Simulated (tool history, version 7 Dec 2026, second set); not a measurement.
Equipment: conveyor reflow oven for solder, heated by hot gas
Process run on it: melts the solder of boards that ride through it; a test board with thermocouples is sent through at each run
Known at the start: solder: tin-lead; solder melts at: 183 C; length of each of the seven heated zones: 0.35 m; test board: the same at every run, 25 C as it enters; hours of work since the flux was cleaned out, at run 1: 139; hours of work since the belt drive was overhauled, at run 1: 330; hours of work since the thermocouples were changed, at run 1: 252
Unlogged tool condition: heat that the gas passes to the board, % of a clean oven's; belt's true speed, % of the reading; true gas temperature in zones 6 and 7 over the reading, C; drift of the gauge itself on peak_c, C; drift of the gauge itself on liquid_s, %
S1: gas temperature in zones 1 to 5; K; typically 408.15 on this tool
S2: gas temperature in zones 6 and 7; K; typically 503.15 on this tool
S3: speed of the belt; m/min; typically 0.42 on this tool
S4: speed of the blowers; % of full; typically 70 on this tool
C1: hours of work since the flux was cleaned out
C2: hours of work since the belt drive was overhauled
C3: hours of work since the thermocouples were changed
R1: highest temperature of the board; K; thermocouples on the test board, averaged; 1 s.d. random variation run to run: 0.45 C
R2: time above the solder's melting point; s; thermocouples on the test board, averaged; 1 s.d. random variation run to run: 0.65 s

run 1 hour=0 | S1=408.15 S2=503.15 S3=0.42 S4=70 | C1=139 C2=330 C3=252 | R1=483.45 R2=67.1
run 2 hour=8.8 | S1=408.15 S2=503.15 S3=0.42 S4=70 | C1=145 C2=336 C3=258 | R1=484.25 R2=66.5
run 3 hour=15.5 | S1=408.15 S2=503.15 S3=0.42 S4=70 | C1=150 C2=341 C3=263 | R1=484.35 R2=67.1
run 4 hour=22.6 | S1=408.15 S2=504.15 S3=0.42 S4=70 | C1=155 C2=346 C3=269 | R1=484.85 R2=67.5
run 5 hour=29.2 | S1=401.15 S2=503.15 S3=0.42 S4=70 | C1=160 C2=351 C3=273 | R1=482.45 R2=61.7
run 6 hour=39.1 | S1=401.15 S2=503.15 S3=0.42 S4=70 | C1=167 C2=358 C3=281 | R1=482.05 R2=61
run 7 hour=44.3 | S1=419.15 S2=503.15 S3=0.42 S4=70 | C1=171 C2=362 C3=284 | R1=486.05 R2=74.7
run 8 hour=52.5 | S1=408.15 S2=494.15 S3=0.42 S4=70 | C1=177 C2=368 C3=290 | R1=476.35 R2=56.3
run 9 hour=62.6 | S1=408.15 S2=494.15 S3=0.42 S4=70 | C1=185 C2=375 C3=298 | R1=476.35 R2=55.9
run 10 hour=68.9 | S1=408.15 S2=503.15 S3=0.42 S4=54 | C1=189 C2=380 C3=302 | R1=477.65 R2=57.2
run 11 hour=78.1 | S1=408.15 S2=503.15 S3=0.42 S4=54 | C1=196 C2=387 C3=309 | R1=477.75 R2=57.5
run 12 hour=88.3 | S1=408.15 S2=503.15 S3=0.42 S4=54 | C1=203 C2=394 C3=317 | R1=478.45 R2=57.1
run 13 hour=95.3 | S1=409.15 S2=503.15 S3=0.42 S4=70 | C1=208 C2=399 C3=322 | R1=483.25 R2=65.3
run 14 hour=102.1 | S1=401.15 S2=503.15 S3=0.393 S4=70 | C1=214 C2=404 C3=327 | R1=484.05 R2=68.9
run 15 hour=112.1 | S1=408.15 S2=503.15 S3=0.358 S4=70 | C1=221 C2=411 C3=334 | R1=488.75 R2=84.8
run 16 hour=119 | S1=408.15 S2=503.15 S3=0.358 S4=70 | C1=226 C2=417 C3=339 | R1=488.55 R2=86.3
run 17 hour=129.4 | S1=408.15 S2=503.15 S3=0.473 S4=67 | C1=233 C2=424 C3=347 | R1=477.95 R2=49.9
run 18 hour=138.7 | S1=408.15 S2=503.15 S3=0.473 S4=67 | C1=240 C2=431 C3=353 | R1=478.35 R2=49.8
run 19 hour=150.1 | S1=402.15 S2=499.15 S3=0.487 S4=78 | C1=248 C2=439 C3=362 | R1=475.15 R2=42.5
run 20 hour=158.3 | S1=395.15 S2=498.15 S3=0.375 S4=66 | C1=254 C2=445 C3=368 | R1=478.65 R2=63.1
run 21 hour=168.9 | S1=408.15 S2=503.15 S3=0.42 S4=70 | C1=262 C2=453 C3=375 | R1=483.55 R2=64.3
run 22 hour=174.2 | S1=408.15 S2=503.15 S3=0.46 S4=73 | C1=266 C2=457 C3=379 | R1=480.05 R2=54.1
run 23 hour=183.3 | S1=408.15 S2=492.15 S3=0.42 S4=70 | C1=273 C2=463 C3=386 | R1=472.35 R2=49.2
-- hour=191 flux residue cleaned out of gas plates and filters
run 24 hour=195.2 | S1=396.15 S2=492.15 S3=0.42 S4=83 | C1=3 C2=468 C3=391 | R1=476.55 R2=54
run 25 hour=203.4 | S1=403.15 S2=503.15 S3=0.402 S4=70 | C1=9 C2=474 C3=397 | R1=485.05 R2=70.3

Here are 5 independent what-if runs from the current tool condition. What would each one return?
run A hour=213.6 | S1=403.15 S2=503.15 S3=0.352 S4=85 | C1=16 C2=482 C3=404 | R1=? R2=?
run B hour=213.6 | S1=399.15 S2=503.15 S3=0.42 S4=52 | C1=16 C2=482 C3=404 | R1=? R2=?
run C hour=213.6 | S1=419.15 S2=503.15 S3=0.402 S4=73 | C1=16 C2=482 C3=404 | R1=? R2=?
run D hour=213.6 | S1=414.15 S2=515.15 S3=0.42 S4=70 | C1=16 C2=482 C3=404 | R1=? R2=?
run E hour=213.6 | S1=403.15 S2=503.15 S3=0.483 S4=61 | C1=16 C2=482 C3=404 | R1=? R2=?

run=A R1=492.35 R2=92.3
run=B R1=477.95 R2=51.5
run=C R1=488.75 R2=82.6
run=D R1=496.35 R2=83.6
run=E R1=476.05 R2=44.6
With no hidden state in the tool, these same runs would have given:
run=A R1=493.55 R2=92.4
run=B R1=478.85 R2=52.2
run=C R1=489.85 R2=82.8
run=D R1=497.45 R2=83.5
run=E R1=476.95 R2=45.3
